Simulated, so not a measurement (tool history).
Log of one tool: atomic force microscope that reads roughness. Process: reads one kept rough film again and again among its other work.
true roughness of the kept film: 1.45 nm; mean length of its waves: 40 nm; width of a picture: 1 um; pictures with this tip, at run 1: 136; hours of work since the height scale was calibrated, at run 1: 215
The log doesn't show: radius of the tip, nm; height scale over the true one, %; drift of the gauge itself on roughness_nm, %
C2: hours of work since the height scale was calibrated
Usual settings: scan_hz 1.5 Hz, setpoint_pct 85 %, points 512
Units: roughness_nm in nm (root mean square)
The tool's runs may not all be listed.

Run 1, day 0: usual settings; pictures with this tip 136; C2 215. Result: roughness_nm 1.118 nm (root mean square).
Run 2, day 0.779: usual settings; pictures with this tip 168; C2 229. Result: roughness_nm 1.104 nm (root mean square).
At day 1.038: new tip fitted.
Run 3, day 1.671: usual settings but setpoint_pct 77 %; pictures with this tip 25; C2 246. Result: roughness_nm 1.231 nm (root mean square).
Run 4, day 2.888: usual settings; pictures with this tip 74; C2 269. Result: roughness_nm 1.134 nm (root mean square).
Run 5, day 4.617: usual settings; pictures with this tip 144; C2 302. Result: roughness_nm 1.104 nm (root mean square).
At day 5.483: new tip fitted.
Run 6, day 6.167: usual settings; pictures with this tip 28; C2 331. Result: roughness_nm 1.15 nm (root mean square).
Run 7, day 7.917: usual settings; pictures with this tip 98; C2 364. Result: roughness_nm 1.126 nm (root mean square).
Run 8, day 9.083: usual settings but scan_hz 2.86 Hz; pictures with this tip 146; C2 386. Result: roughness_nm 0.956 nm (root mean square).
At day 9.983: new tip fitted.
Run 9, day 10.154: usual settings but scan_hz 2.86 Hz; pictures with this tip 7; C2 406. Result: roughness_nm 1.004 nm (root mean square).
Run 10, day 11: usual settings but scan_hz 3.78 Hz; pictures with this tip 41; C2 422. Result: roughness_nm 0.91 nm (root mean square).
Run 11, day 11.954: usual settings but scan_hz 3.78 Hz; pictures with this tip 80; C2 440. Result: roughness_nm 0.887 nm (root mean square).
Run 12, day 13.675: usual settings; pictures with this tip 150; C2 473. Result: roughness_nm 1.106 nm (root mean square).
At day 14.388: new tip fitted.
Run 13, day 14.412: usual settings; pictures with this tip 1; C2 487. Result: roughness_nm 1.162 nm (root mean square).
Run 14, day 15.154: usual settings; pictures with this tip 31; C2 501. Result: roughness_nm 1.154 nm (root mean square).
Run 15, day 15.9: usual settings but setpoint_pct 57 %; pictures with this tip 61; C2 515. Result: roughness_nm 1.334 nm (root mean square).
Run 16, day 16.917: usual settings but scan_hz 1.43 Hz, setpoint_pct 57 %, points 1013; pictures with this tip 102; C2 534. Result: roughness_nm 1.296 nm (root mean square).
Run 17, day 18.321: usual settings but scan_hz 1.97 Hz, setpoint_pct 76 %, points 483; pictures with this tip 159; C2 561. Result: roughness_nm 1.131 nm (root mean square).
At day 18.8: new tip fitted.
Run 18, day 19.742: usual settings but scan_hz 1.97 Hz, setpoint_pct 76 %, points 483; pictures with this tip 38; C2 588. Result: roughness_nm 1.178 nm (root mean square).
Run 19, day 20.458: usual settings but scan_hz 0.79 Hz, setpoint_pct 80 %, points 636; pictures with this tip 67; C2 601. Result: roughness_nm 1.26 nm (root mean square).
Run 20, day 21.417: usual settings but scan_hz 0.79 Hz, setpoint_pct 56 %, points 334; pictures with this tip 106; C2 619. Result: roughness_nm 1.32 nm (root mean square).
Run 21, day 23.083: usual settings but scan_hz 0.79 Hz, setpoint_pct 56 %, points 334; pictures with this tip 173; C2 651. Result: roughness_nm 1.294 nm (root mean square).
At day 23.258: new tip fitted.
Run 22, day 24.492: usual settings but scan_hz 0.98 Hz; pictures with this tip 50; C2 677. Result: roughness_nm 1.215 nm (root mean square).
Run 23, day 26.062: usual settings but scan_hz 0.98 Hz; pictures with this tip 114; C2 707. Result: roughness_nm 1.194 nm (root mean square).
Run 24, day 26.792: usual settings but scan_hz 0.75 Hz, setpoint_pct 62 %, points 403; pictures with this tip 143; C2 721. Result: roughness_nm 1.311 nm (root mean square).
At day 27.683: new tip fitted.
Run 25, day 27.879: usual settings but scan_hz 0.75 Hz, setpoint_pct 62 %, points 403; pictures with this tip 8; C2 741. Result: roughness_nm 1.359 nm (root mean square).
Run 26, day 28.85: usual settings but setpoint_pct 76 %, points 343; pictures with this tip 47; C2 760. Result: roughness_nm 1.214 nm (root mean square).
Run 27, day 29.683: usual settings but scan_hz 0.72 Hz, setpoint_pct 63 %, points 1018; pictures with this tip 81; C2 776. Result: roughness_nm 1.326 nm (root mean square).
Run 28, day 31.396: usual settings but scan_hz 1.59 Hz, setpoint_pct 69 %, points 816; pictures with this tip 150; C2 808. Result: roughness_nm 1.235 nm (root mean square).
At day 32.175: new tip fitted.
Run 29, day 33.025: usual settings but points 614; pictures with this tip 34; C2 839. Result: roughness_nm 1.15 nm (root mean square).

4 ways to go on from here, each from the tool as it stands after run 29. What would each give?
Run A, day 34.604: usual settings but scan_hz 2.33 Hz, setpoint_pct 90 %, points 375; pictures with this tip 98; C2 869. Result: roughness_nm ?.
Run B, day 34.604: usual settings but scan_hz 2.6 Hz, points 508; pictures with this tip 98; C2 869. Result: roughness_nm ?.
Run C, day 34.604: usual settings but scan_hz 2.59 Hz, setpoint_pct 88 %, points 399; pictures with this tip 98; C2 869. Result: roughness_nm ?.
Run D, day 34.604: usual settings but scan_hz 2.03 Hz, setpoint_pct 74 %, points 637; pictures with this tip 98; C2 869. Result: roughness_nm ?.

run  roughness_nm
  A         0.953
  B         0.988
  C         0.948
  D         1.168
Without the tool's hidden state the same runs would have given:
run  roughness_nm
  A         0.994
  B          1.03
  C         0.988
  D         1.218

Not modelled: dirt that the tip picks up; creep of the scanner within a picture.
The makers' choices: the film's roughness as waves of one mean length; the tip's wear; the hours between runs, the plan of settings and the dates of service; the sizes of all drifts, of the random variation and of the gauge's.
